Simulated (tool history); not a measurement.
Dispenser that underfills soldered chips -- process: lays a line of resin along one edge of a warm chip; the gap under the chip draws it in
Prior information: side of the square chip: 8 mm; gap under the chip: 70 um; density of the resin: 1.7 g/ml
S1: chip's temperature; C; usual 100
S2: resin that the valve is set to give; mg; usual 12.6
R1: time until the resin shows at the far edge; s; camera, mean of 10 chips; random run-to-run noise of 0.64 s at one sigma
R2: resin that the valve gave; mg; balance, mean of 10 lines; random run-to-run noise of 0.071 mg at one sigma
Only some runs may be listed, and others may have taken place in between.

run 1 day=0 | S1=100 S2=12.6 | R1=64.6 R2=12.31
-- day=0.388 new syringe of resin
run 2 day=0.542 | S1=100 S2=12.6 | R1=65.9 R2=12.27
run 3 day=0.854 | S1=100 S2=12.6 | R1=96.1 R2=12.23
-- day=0.912 new syringe of resin
-- day=1.417 new syringe of resin
run 4 day=1.45 | S1=100 S2=12.6 | R1=58.6 R2=11.95
-- day=1.929 new syringe of resin
run 5 day=1.929 | S1=100 S2=12.6 | R1=56.6 R2=12
run 6 day=2.188 | S1=99 S2=12.6 | R1=77.8 R2=11.85
-- day=2.362 dispensing valve cleaned and set on the balance
-- day=2.45 new syringe of resin
run 7 day=2.5 | S1=99 S2=12.6 | R1=62.5 R2=12.55
run 8 day=2.788 | S1=100 S2=12.6 | R1=82.5 R2=12.57
-- day=2.933 new syringe of resin
run 9 day=3.229 | S1=105 S2=12.6 | R1=69 R2=12.39
-- day=3.433 new syringe of resin
run 10 day=3.812 | S1=100 S2=13.8 | R1=86.8 R2=13.46
-- day=3.938 new syringe of resin
run 11 day=4.371 | S1=100 S2=13.8 | R1=91.5 R2=13.48
-- day=4.429 new syringe of resin
run 12 day=4.833 | S1=100 S2=13.8 | R1=86.4 R2=13.22
-- day=4.946 new syringe of resin
run 13 day=5.2 | S1=93 S2=15.7 | R1=90.6 R2=15.09
-- day=5.462 new syringe of resin
run 14 day=5.629 | S1=93 S2=15.7 | R1=84.2 R2=14.94
-- day=5.946 new syringe of resin
run 15 day=5.946 | S1=108 S2=14 | R1=44 R2=13.26
-- day=6.254 dispensing valve cleaned and set on the balance
-- day=6.467 new syringe of resin
run 16 day=6.521 | S1=108 S2=14 | R1=47.2 R2=13.88
-- day=6.979 new syringe of resin
run 17 day=7.071 | S1=108 S2=14 | R1=48.2 R2=13.85
-- day=7.479 new syringe of resin
run 18 day=7.479 | S1=101 S2=16 | R1=54.5 R2=15.69
run 19 day=7.796 | S1=99 S2=16 | R1=82.3 R2=15.68
-- day=7.992 new syringe of resin
run 20 day=8.167 | S1=99 S2=16 | R1=70.7 R2=15.73
-- day=8.483 new syringe of resin
run 21 day=8.571 | S1=111 S2=14.7 | R1=44.8 R2=14.16
-- day=8.983 new syringe of resin
run 22 day=9.004 | S1=88 S2=11 | R1=87.8 R2=10.62
run 23 day=9.288 | S1=88 S2=11 | R1=120.7 R2=10.61

Hidden state or all else? Some run-to-run changes of R1, split into what the settings, what came in and random variation would give without the hidden state, and what is left for the hidden state (with any gauge scatter that isn't in both results):
Hidden state present: resin's viscosity, % of fresh resin's; dose that the valve gives, % of what is set; true chip temperature over the reading, C; drift of the gauge itself on fill_s, %; drift of the gauge itself on given_mg, %.
Run 3 -> 4: new syringe of resin, new syringe of resin. R1 -37.5 s: hidden state -36.3, all else -1.2.
Run 14 -> 15: S1 93 -> 108, S2 15.7 -> 14, new syringe of resin. R1 -40.2 s: hidden state -14.6, all else -25.6.
Run 21 -> 22: S1 111 -> 88, S2 14.7 -> 11, new syringe of resin. R1 +43 s: hidden state -0.5, all else +43.5.
Run 22 -> 23: nothing adjusted, nothing logged. R1 +32.9 s: hidden state +32.4, all else +0.5.

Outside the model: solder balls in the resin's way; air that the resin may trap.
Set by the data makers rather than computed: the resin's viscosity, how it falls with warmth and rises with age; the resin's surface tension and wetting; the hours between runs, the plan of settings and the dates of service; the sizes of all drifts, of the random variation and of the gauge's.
